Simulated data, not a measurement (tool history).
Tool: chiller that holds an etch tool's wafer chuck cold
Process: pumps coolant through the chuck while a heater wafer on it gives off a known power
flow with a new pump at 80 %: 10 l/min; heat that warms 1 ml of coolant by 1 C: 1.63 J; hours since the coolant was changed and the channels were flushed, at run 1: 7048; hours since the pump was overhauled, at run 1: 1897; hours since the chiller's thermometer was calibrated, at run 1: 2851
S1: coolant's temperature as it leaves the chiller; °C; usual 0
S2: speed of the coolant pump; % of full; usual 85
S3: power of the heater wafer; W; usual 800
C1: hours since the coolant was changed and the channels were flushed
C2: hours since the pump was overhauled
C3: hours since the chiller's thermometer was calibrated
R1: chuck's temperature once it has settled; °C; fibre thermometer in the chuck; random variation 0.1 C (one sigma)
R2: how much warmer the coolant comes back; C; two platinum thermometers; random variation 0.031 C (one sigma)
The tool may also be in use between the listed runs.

run 1 hour=0 | S1=0 S2=85 S3=800 | C1=7048 C2=1897 C3=2851 | R1=6.9 R2=2.82
run 2 hour=124.6 | S1=0 S2=85 S3=800 | C1=7173 C2=2021 C3=2975 | R1=6.7 R2=2.72
run 3 hour=236 | S1=0 S2=85 S3=800 | C1=7284 C2=2133 C3=3087 | R1=6.8 R2=2.77
-- hour=280.8 chiller's thermometer calibrated
run 4 hour=344.8 | S1=0 S2=85 S3=800 | C1=7392 C2=2240 C3=64 | R1=6.6 R2=2.8
run 5 hour=466.3 | S1=0 S2=85 S3=800 | C1=7513 C2=2362 C3=185 | R1=6.6 R2=2.75
run 6 hour=599.6 | S1=0 S2=85 S3=800 | C1=7647 C2=2495 C3=319 | R1=6.7 R2=2.69
run 7 hour=666 | S1=-5 S2=85 S3=800 | C1=7713 C2=2561 C3=385 | R1=1.7 R2=2.79
run 8 hour=734.8 | S1=-8 S2=85 S3=640 | C1=7782 C2=2630 C3=454 | R1=-2.7 R2=2.2
run 9 hour=813.2 | S1=-8 S2=85 S3=640 | C1=7860 C2=2709 C3=532 | R1=-2.7 R2=2.27
run 10 hour=884.9 | S1=-8 S2=85 S3=640 | C1=7932 C2=2780 C3=604 | R1=-2.7 R2=2.27
run 11 hour=1003.4 | S1=-8 S2=85 S3=640 | C1=8051 C2=2899 C3=723 | R1=-2.8 R2=2.21
run 12 hour=1146.1 | S1=2 S2=100 S3=693 | C1=8193 C2=3042 C3=865 | R1=7.3 R2=2.04

How the hidden state differs across the entries between the runs, from the last listed run before each to the first after it:
Between runs 3 and 4: chiller's thermometer calibrated (hour 280.8)
  coolant's true temperature over the reading, C: -0.01 -> 0
